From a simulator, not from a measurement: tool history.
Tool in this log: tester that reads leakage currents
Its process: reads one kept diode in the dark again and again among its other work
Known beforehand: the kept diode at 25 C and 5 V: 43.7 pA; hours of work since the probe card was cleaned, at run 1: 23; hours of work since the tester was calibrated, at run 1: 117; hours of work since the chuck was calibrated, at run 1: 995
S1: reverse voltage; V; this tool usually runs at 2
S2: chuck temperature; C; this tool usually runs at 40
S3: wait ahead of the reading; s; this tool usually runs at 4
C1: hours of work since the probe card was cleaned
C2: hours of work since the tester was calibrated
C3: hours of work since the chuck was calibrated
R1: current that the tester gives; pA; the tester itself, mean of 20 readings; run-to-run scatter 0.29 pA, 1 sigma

{"run": 1, "hour": 0.0, "S1": 2, "S2": 40, "S3": 4, "C1": 23, "C2": 117, "C3": 995, "R1": 92.25}
{"run": 2, "hour": 128.3, "S1": 2, "S2": 21, "S3": 4, "C1": 79, "C2": 174, "C3": 1051, "R1": 23.47}
{"run": 3, "hour": 237.5, "S1": 2, "S2": 21, "S3": 4, "C1": 127, "C2": 222, "C3": 1099, "R1": 23.33}
{"run": 4, "hour": 317.3, "S1": 2, "S2": 21, "S3": 4, "C1": 162, "C2": 257, "C3": 1134, "R1": 23.19}
{"run": 5, "hour": 476.5, "S1": 2, "S2": 21, "S3": 4, "C1": 232, "C2": 326, "C3": 1204, "R1": 23.24}
{"run": 6, "hour": 602.3, "S1": 2, "S2": 21, "S3": 4, "C1": 287, "C2": 382, "C3": 1260, "R1": 23.04}
{"run": 7, "hour": 754.4, "S1": 2, "S2": 21, "S3": 4, "C1": 354, "C2": 449, "C3": 1326, "R1": 23.16}
{"run": 8, "hour": 832.4, "S1": 2, "S2": 21, "S3": 4, "C1": 389, "C2": 483, "C3": 1361, "R1": 23}
{"run": 9, "hour": 922.2, "S1": 2, "S2": 40, "S3": 4, "C1": 428, "C2": 522, "C3": 1400, "R1": 90.35}
{"run": 10, "hour": 1055.8, "S1": 2, "S2": 40, "S3": 4, "C1": 487, "C2": 581, "C3": 1459, "R1": 90.05}
{"run": 11, "hour": 1200.3, "S1": 2, "S2": 40, "S3": 4, "C1": 550, "C2": 644, "C3": 1522, "R1": 89.46}
{"run": 12, "hour": 1311.5, "S1": 2, "S2": 40, "S3": 4, "C1": 599, "C2": 693, "C3": 1571, "R1": 89.79}
{"run": 13, "hour": 1476.2, "S1": 2, "S2": 40, "S3": 4, "C1": 671, "C2": 766, "C3": 1643, "R1": 89.15}
{"run": 14, "hour": 1633.3, "S1": 2, "S2": 46, "S3": 4, "C1": 740, "C2": 835, "C3": 1712, "R1": 132.46}
{"run": 15, "hour": 1756.2, "S1": 2.29, "S2": 40, "S3": 4, "C1": 794, "C2": 889, "C3": 1766, "R1": 92.17}
{"run": 16, "hour": 1885.5, "S1": 2.29, "S2": 40, "S3": 4, "C1": 851, "C2": 945, "C3": 1823, "R1": 91.86}
{"run": 17, "hour": 2029.4, "S1": 9.34, "S2": 40, "S3": 4, "C1": 914, "C2": 1009, "C3": 1886, "R1": 140.57}
{"run": 18, "hour": 2105.4, "S1": 9.34, "S2": 40, "S3": 4, "C1": 948, "C2": 1042, "C3": 1920, "R1": 141.07}
{"run": 19, "hour": 2268.1, "S1": 19.34, "S2": 52, "S3": 3.34, "C1": 1019, "C2": 1114, "C3": 1991, "R1": 385.98}
{"hour": 2405.6, "done": "chuck's temperature calibrated"}
{"run": 20, "hour": 2406.0, "S1": 9.98, "S2": 29, "S3": 4, "C1": 1079, "C2": 1173, "C3": 0, "R1": 75.21}
{"run": 21, "hour": 2546.0, "S1": 1.95, "S2": 23, "S3": 5.35, "C1": 1140, "C2": 1235, "C3": 62, "R1": 28.88}
{"run": 22, "hour": 2697.8, "S1": 1.95, "S2": 23, "S3": 5.35, "C1": 1207, "C2": 1301, "C3": 128, "R1": 28.51}
{"run": 23, "hour": 2800.6, "S1": 1.4, "S2": 57, "S3": 0.35, "C1": 1252, "C2": 1347, "C3": 174, "R1": 258.94}
{"run": 24, "hour": 2961.0, "S1": 6.77, "S2": 28, "S3": 4, "C1": 1323, "C2": 1417, "C3": 244, "R1": 61.33}
{"run": 25, "hour": 3032.2, "S1": 15.4, "S2": 46, "S3": 9.35, "C1": 1354, "C2": 1448, "C3": 275, "R1": 266.07}
{"run": 26, "hour": 3133.9, "S1": 6.02, "S2": 22, "S3": 2.38, "C1": 1399, "C2": 1493, "C3": 320, "R1": 38.34}
{"run": 27, "hour": 3218.2, "S1": 19.46, "S2": 22, "S3": 0.49, "C1": 1436, "C2": 1530, "C3": 357, "R1": 68.32}
{"run": 28, "hour": 3362.9, "S1": 19.46, "S2": 22, "S3": 0.49, "C1": 1499, "C2": 1594, "C3": 421, "R1": 68.39}
{"run": 29, "hour": 3492.7, "S1": 16.28, "S2": 59, "S3": 4, "C1": 1556, "C2": 1651, "C3": 478, "R1": 598.57}
{"run": 30, "hour": 3585.0, "S1": 2, "S2": 40, "S3": 2.37, "C1": 1597, "C2": 1691, "C3": 518, "R1": 93.64}
{"run": 31, "hour": 3703.8, "S1": 1.19, "S2": 58, "S3": 2.31, "C1": 1649, "C2": 1743, "C3": 570, "R1": 254.72}
{"run": 32, "hour": 3805.4, "S1": 14.44, "S2": 42, "S3": 8.65, "C1": 1694, "C2": 1788, "C3": 615, "R1": 197.56}
{"run": 33, "hour": 3937.3, "S1": 6.31, "S2": 24, "S3": 3.04, "C1": 1752, "C2": 1846, "C3": 673, "R1": 44.59}
{"run": 34, "hour": 4030.6, "S1": 15.91, "S2": 51, "S3": 3.04, "C1": 1793, "C2": 1887, "C3": 714, "R1": 364.79}
{"run": 35, "hour": 4137.2, "S1": 9.18, "S2": 40, "S3": 9.62, "C1": 1840, "C2": 1934, "C3": 761, "R1": 147.86}

A few steps of R1 between consecutive runs. Split each: what settings, incoming material and random variation would produce without the hidden state, and what is left over for the hidden state, along with gauge scatter present in only one of the two compared results (measured, and without hidden state):
Hidden state at play: stray current of the dirty probe card, pA a volt; current scale over the true one, %; true chuck temperature over the reading, C; drift of the gauge itself on leakage_pa, %.
Run 18 -> 19: S1 9.34 -> 19.34, S2 40 -> 52, S3 4 -> 3.34. R1 +244.91 pA: hidden state -23.5, all else +268.41.
Run 19 -> 20: S1 19.34 -> 9.98, S2 52 -> 29, S3 3.34 -> 4, chuck's temperature calibrated. R1 -310.77 pA: hidden state +39.07, all else -349.84.
Run 28 -> 29: S1 19.46 -> 16.28, S2 22 -> 59, S3 0.49 -> 4. R1 +530.18 pA: hidden state -17.68, all else +547.86.
Run 29 -> 30: S1 16.28 -> 2, S2 59 -> 40, S3 4 -> 2.37. R1 -504.93 pA: hidden state +10.96, all else -515.89.
Run 33 -> 34: S1 6.31 -> 15.91, S2 24 -> 51. R1 +320.2 pA: hidden state -10.99, all else +331.19.

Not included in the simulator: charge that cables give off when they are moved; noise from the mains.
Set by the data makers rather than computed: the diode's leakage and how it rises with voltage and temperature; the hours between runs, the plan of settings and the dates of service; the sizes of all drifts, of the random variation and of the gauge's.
